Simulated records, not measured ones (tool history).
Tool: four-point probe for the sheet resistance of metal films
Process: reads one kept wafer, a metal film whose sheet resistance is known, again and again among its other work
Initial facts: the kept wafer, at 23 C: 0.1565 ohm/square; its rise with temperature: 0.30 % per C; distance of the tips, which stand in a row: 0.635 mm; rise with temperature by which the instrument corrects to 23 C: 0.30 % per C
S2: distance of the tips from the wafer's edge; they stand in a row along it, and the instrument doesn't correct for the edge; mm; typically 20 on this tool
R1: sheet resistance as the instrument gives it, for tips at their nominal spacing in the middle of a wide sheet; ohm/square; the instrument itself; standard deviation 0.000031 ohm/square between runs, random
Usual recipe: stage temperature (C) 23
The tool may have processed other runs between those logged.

{"run": 1, "day": 0.0, "stage temperature (C)": 23, "S2": 20, "R1": 0.156568}
{"run": 2, "day": 0.771, "stage temperature (C)": 23, "S2": 20, "R1": 0.156624}
{"run": 3, "day": 1.479, "stage temperature (C)": 23, "S2": 20, "R1": 0.15656}
{"run": 4, "day": 2.079, "stage temperature (C)": 23, "S2": 20, "R1": 0.156609}
{"run": 5, "day": 2.433, "stage temperature (C)": 23, "S2": 20, "R1": 0.156526}
{"run": 6, "day": 3.004, "stage temperature (C)": 23, "S2": 20, "R1": 0.156528}
{"run": 7, "day": 3.767, "stage temperature (C)": 20, "S2": 7, "R1": 0.157217}
{"run": 8, "day": 4.45, "stage temperature (C)": 26, "S2": 18, "R1": 0.156631}
{"run": 9, "day": 4.825, "stage temperature (C)": 24, "S2": 50, "R1": 0.156546}
{"run": 10, "day": 5.342, "stage temperature (C)": 23, "S2": 4, "R1": 0.158609}
{"run": 11, "day": 6.133, "stage temperature (C)": 29, "S2": 20, "R1": 0.156587}
{"run": 12, "day": 6.908, "stage temperature (C)": 23, "S2": 10, "R1": 0.156856}

Forecast each of these 5 alternatives for the next run:
{"run": "A", "day": 7.354, "stage temperature (C)": 21, "S2": 45, "R1": "?"}
{"run": "B", "day": 7.354, "stage temperature (C)": 24, "S2": 20, "R1": "?"}
{"run": "C", "day": 7.354, "stage temperature (C)": 20, "S2": 26, "R1": "?"}
{"run": "D", "day": 7.354, "stage temperature (C)": 20, "S2": 14, "R1": "?"}
{"run": "E", "day": 7.354, "stage temperature (C)": 22, "S2": 19, "R1": "?"}

run=A R1=0.156489
run=B R1=0.156584
run=C R1=0.156555
run=D R1=0.156636
run=E R1=0.156629
Stripped of hidden state, with their random variation kept, the same runs would have yielded:
run=A R1=0.156485
run=B R1=0.156581
run=C R1=0.156551
run=D R1=0.156633
run=E R1=0.156625

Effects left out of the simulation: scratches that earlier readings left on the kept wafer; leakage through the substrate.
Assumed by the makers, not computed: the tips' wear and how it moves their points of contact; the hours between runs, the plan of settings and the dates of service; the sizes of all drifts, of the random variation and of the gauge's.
